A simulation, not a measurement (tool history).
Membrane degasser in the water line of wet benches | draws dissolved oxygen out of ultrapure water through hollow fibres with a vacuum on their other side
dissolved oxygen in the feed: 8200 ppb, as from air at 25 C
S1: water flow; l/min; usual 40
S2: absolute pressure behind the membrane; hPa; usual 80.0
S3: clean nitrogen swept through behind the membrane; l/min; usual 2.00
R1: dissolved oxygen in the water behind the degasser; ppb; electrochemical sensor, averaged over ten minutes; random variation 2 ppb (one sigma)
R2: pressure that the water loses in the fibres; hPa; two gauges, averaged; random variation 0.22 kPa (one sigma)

run 1 hour=0.0 | S1=40 S2=80.0 S3=2.00 | R1=242.2 R2=575.6
run 2 hour=237.4 | S1=40 S2=88.3 S3=2.00 | R1=276.1 R2=574.2
run 3 hour=387.5 | S1=40 S2=88.3 S3=2.00 | R1=279.5 R2=578.4
run 4 hour=647.5 | S1=52 S2=88.3 S3=2.00 | R1=363.5 R2=759.1
run 5 hour=794.5 | S1=52 S2=88.3 S3=2.00 | R1=369.9 R2=758.0
run 6 hour=1086.7 | S1=40 S2=80.0 S3=2.00 | R1=250.6 R2=586.3
run 7 hour=1427.3 | S1=40 S2=80.0 S3=2.00 | R1=251.5 R2=587.0
run 8 hour=1594.3 | S1=40 S2=80.0 S3=2.00 | R1=250.9 R2=589.9
run 9 hour=1740.7 | S1=40 S2=80.0 S3=2.00 | R1=250.2 R2=593.4
run 10 hour=2089.3 | S1=40 S2=129.8 S3=2.00 | R1=457.5 R2=591.4
run 11 hour=2259.8 | S1=40 S2=129.8 S3=2.00 | R1=462.3 R2=596.6
run 12 hour=2505.6 | S1=40 S2=80.0 S3=2.00 | R1=256.7 R2=596.0
run 13 hour=2820.6 | S1=40 S2=80.0 S3=2.00 | R1=256.6 R2=597.8
-- hour=2924.4 seals of the vacuum lines changed
run 14 hour=3105.3 | S1=40 S2=80.0 S3=2.00 | R1=261.7 R2=602.7
run 15 hour=3286.5 | S1=40 S2=128.8 S3=2.00 | R1=465.1 R2=603.3
-- hour=3314.7 vacuum gauge calibrated
run 16 hour=3607.8 | S1=40 S2=80.0 S3=2.00 | R1=266.8 R2=611.5
run 17 hour=3947.6 | S1=40 S2=80.0 S3=2.00 | R1=275.0 R2=612.5
-- hour=4234.7 membrane cartridge changed
run 18 hour=4280.3 | S1=37 S2=182.2 S3=1.88 | R1=673.5 R2=505.0
run 19 hour=4601.7 | S1=30 S2=54.6 S3=0.88 | R1=253.4 R2=413.9

Forecast run 20:
-- hour=4787.6 vacuum gauge calibrated, once more
run 20 hour=4898.9 | S1=40 S2=195.0 S3=2.00 | R1=? R2=?

R1: 672.9 ppb
R2: 554.5 hPa
Without the tool's hidden state the same run would have given R1 671.9 ppb, R2 549.2 hPa.
